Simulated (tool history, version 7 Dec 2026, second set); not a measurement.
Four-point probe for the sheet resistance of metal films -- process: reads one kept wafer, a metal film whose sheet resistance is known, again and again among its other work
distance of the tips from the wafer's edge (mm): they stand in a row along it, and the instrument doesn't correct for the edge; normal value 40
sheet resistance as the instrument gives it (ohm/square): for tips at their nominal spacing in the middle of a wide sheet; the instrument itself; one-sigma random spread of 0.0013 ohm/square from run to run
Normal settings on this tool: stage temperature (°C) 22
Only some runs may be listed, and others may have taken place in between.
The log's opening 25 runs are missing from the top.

| run | day | stage temperature (°C) | distance of the tips from the wafer's edge (mm) | sheet resistance as the instrument gives it (ohm/square) |
|---|---|---|---|---|
| 26 | 15.079 | 22 | 68 | 6.698653 |
| 27 | 15.583 | 20 | 4 | 6.764265 |
| 28 | 16.233 | 18 | 8 | 6.73079 |
| 29 | 16.596 | 18 | 8 | 6.732228 |
| 30 | 17.229 | 30 | 46 | 6.667015 |
|  | 18.025 | stage's thermometer calibrated, once more |
| 31 | 18.05 | 30 | 46 | 6.673586 |
| 32 | 18.675 | 20 | 40 | 6.71492 |
| 33 | 19.4 | 20 | 40 | 6.711652 |

Run 34 comes next. What will it give?
| 34 | 19.892 | 24 | 9 | ? |

sheet resistance as the instrument gives it (ohm/square): 6.708454
Had the tool carried no hidden state, the very same run would have given sheet resistance as the instrument gives it (ohm/square) 6.660758.

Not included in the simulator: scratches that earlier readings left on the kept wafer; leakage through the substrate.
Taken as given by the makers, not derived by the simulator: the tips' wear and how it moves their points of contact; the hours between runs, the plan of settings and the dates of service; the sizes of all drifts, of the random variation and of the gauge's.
